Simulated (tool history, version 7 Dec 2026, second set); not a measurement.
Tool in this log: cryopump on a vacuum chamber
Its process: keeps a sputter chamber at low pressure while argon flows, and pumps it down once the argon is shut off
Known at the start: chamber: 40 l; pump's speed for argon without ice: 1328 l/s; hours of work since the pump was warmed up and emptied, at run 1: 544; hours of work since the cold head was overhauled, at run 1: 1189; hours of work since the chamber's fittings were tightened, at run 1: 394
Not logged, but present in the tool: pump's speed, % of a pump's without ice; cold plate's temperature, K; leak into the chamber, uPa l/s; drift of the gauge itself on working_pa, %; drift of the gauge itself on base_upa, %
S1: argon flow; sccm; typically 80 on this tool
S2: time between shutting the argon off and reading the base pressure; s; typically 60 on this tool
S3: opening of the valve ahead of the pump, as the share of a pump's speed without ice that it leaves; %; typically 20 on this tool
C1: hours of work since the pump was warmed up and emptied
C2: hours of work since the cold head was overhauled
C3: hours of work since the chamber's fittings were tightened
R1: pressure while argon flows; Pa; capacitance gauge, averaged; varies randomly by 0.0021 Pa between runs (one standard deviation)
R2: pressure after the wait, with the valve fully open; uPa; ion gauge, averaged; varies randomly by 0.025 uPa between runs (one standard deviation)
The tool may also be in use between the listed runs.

| run | hour | S1 | S2 | S3 | C1 | C2 | C3 | R1 | R2 |
|---|---|---|---|---|---|---|---|---|---|
| 1 | 0.0 | 80 | 60 | 20 | 544 | 1189 | 394 | 0.5547 | 1.58 |
| 2 | 35.6 | 80 | 60 | 20 | 575 | 1221 | 425 | 0.5568 | 1.68 |
| 3 | 56.4 | 80 | 28 | 20 | 594 | 1239 | 444 | 0.5585 | 2.56 |
|  | 69.0 | pump warmed up, emptied and cooled again |
| 4 | 84.2 | 80 | 28 | 20 | 13 | 1260 | 464 | 0.5098 | 2.38 |
| 5 | 100.9 | 58 | 60 | 20 | 28 | 1274 | 479 | 0.3718 | 1.43 |
| 6 | 126.3 | 58 | 60 | 20 | 51 | 1297 | 501 | 0.3728 | 1.49 |
| 7 | 145.1 | 80 | 60 | 20 | 67 | 1314 | 518 | 0.5122 | 1.52 |
| 8 | 168.9 | 80 | 60 | 20 | 89 | 1335 | 539 | 0.5169 | 1.56 |
| 9 | 186.1 | 80 | 60 | 20 | 104 | 1350 | 554 | 0.5145 | 1.56 |
| 10 | 203.4 | 80 | 60 | 20 | 119 | 1365 | 570 | 0.5204 | 1.61 |
| 11 | 228.9 | 80 | 60 | 29 | 142 | 1388 | 592 | 0.3630 | 1.59 |
| 12 | 262.3 | 80 | 60 | 29 | 171 | 1418 | 622 | 0.3652 | 1.67 |
| 13 | 298.5 | 80 | 60 | 29 | 204 | 1450 | 654 | 0.3665 | 1.69 |
| 14 | 317.1 | 80 | 60 | 20 | 220 | 1466 | 670 | 0.5227 | 1.72 |
| 15 | 351.7 | 80 | 60 | 20 | 251 | 1497 | 701 | 0.5234 | 1.75 |
| 16 | 372.6 | 80 | 60 | 27 | 269 | 1516 | 720 | 0.3959 | 1.80 |
| 17 | 404.2 | 80 | 60 | 27 | 297 | 1544 | 748 | 0.3999 | 1.85 |
| 18 | 423.9 | 82 | 60 | 25 | 315 | 1561 | 765 | 0.4416 | 1.87 |
| 19 | 457.1 | 82 | 60 | 25 | 344 | 1590 | 795 | 0.4428 | 1.90 |
| 20 | 485.0 | 80 | 34 | 30 | 369 | 1615 | 819 | 0.3683 | 2.62 |
| 21 | 512.3 | 80 | 34 | 30 | 393 | 1639 | 844 | 0.3713 | 2.66 |
| 22 | 534.1 | 80 | 34 | 30 | 413 | 1659 | 863 | 0.3701 | 2.64 |
| 23 | 554.2 | 109 | 76 | 20 | 430 | 1677 | 881 | 0.7363 | 1.92 |
| 24 | 576.2 | 54 | 31 | 22 | 450 | 1696 | 900 | 0.3394 | 2.90 |
| 25 | 605.3 | 129 | 207 | 22 | 476 | 1722 | 926 | 0.8098 | 1.61 |
| 26 | 622.1 | 129 | 207 | 22 | 491 | 1737 | 941 | 0.8150 | 1.66 |
| 27 | 649.7 | 40 | 45 | 29 | 515 | 1761 | 965 | 0.1967 | 2.56 |
| 28 | 677.7 | 40 | 45 | 29 | 540 | 1786 | 990 | 0.2000 | 2.62 |
| 29 | 709.6 | 77 | 57 | 20 | 568 | 1814 | 1019 | 0.5430 | 2.50 |
| 30 | 731.2 | 77 | 57 | 20 | 587 | 1834 | 1038 | 0.5386 | 2.57 |
|  | 749.5 | pump warmed up, emptied and cooled again |
| 31 | 753.1 | 130 | 57 | 41 | 3 | 1849 | 1053 | 0.4068 | 1.99 |
| 32 | 780.5 | 130 | 57 | 41 | 27 | 1873 | 1077 | 0.4101 | 2.02 |
| 33 | 802.0 | 130 | 57 | 41 | 47 | 1892 | 1096 | 0.4113 | 2.02 |

Subtracting, for every run, the result it would have given without the tool's unlogged condition from the measured result gives the following. The same run-to-run variation enters both numbers; the gauge's scatter may not:
| run | R1 | R2 |
|---|---|---|
| 1 | +0.0455 | +0.57 |
| 2 | +0.0492 | +0.64 |
| 3 | +0.0516 | +0.66 |
| 4 | +0.0020 | +0.41 |
| 5 | +0.0021 | +0.42 |
| 6 | +0.0031 | +0.45 |
| 7 | +0.0053 | +0.47 |
| 8 | +0.0067 | +0.50 |
| 9 | +0.0075 | +0.52 |
| 10 | +0.0087 | +0.55 |
| 11 | +0.0104 | +0.57 |
| 12 | +0.0125 | +0.61 |
| 13 | +0.0149 | +0.66 |
| 14 | +0.0159 | +0.69 |
| 15 | +0.0181 | +0.73 |
| 16 | +0.0196 | +0.77 |
| 17 | +0.0221 | +0.82 |
| 18 | +0.0242 | +0.85 |
| 19 | +0.0266 | +0.89 |
| 20 | +0.0284 | +0.96 |
| 21 | +0.0306 | +1.00 |
| 22 | +0.0323 | +1.02 |
| 23 | +0.0462 | +1.07 |
| 24 | +0.0246 | +1.11 |
| 25 | +0.0629 | +1.15 |
| 26 | +0.0660 | +1.21 |
| 27 | +0.0218 | +1.26 |
| 28 | +0.0236 | +1.32 |
| 29 | +0.0489 | +1.40 |
| 30 | +0.0507 | +1.45 |
| 31 | +0.0028 | +0.91 |
| 32 | +0.0051 | +0.95 |
| 33 | +0.0070 | +0.96 |

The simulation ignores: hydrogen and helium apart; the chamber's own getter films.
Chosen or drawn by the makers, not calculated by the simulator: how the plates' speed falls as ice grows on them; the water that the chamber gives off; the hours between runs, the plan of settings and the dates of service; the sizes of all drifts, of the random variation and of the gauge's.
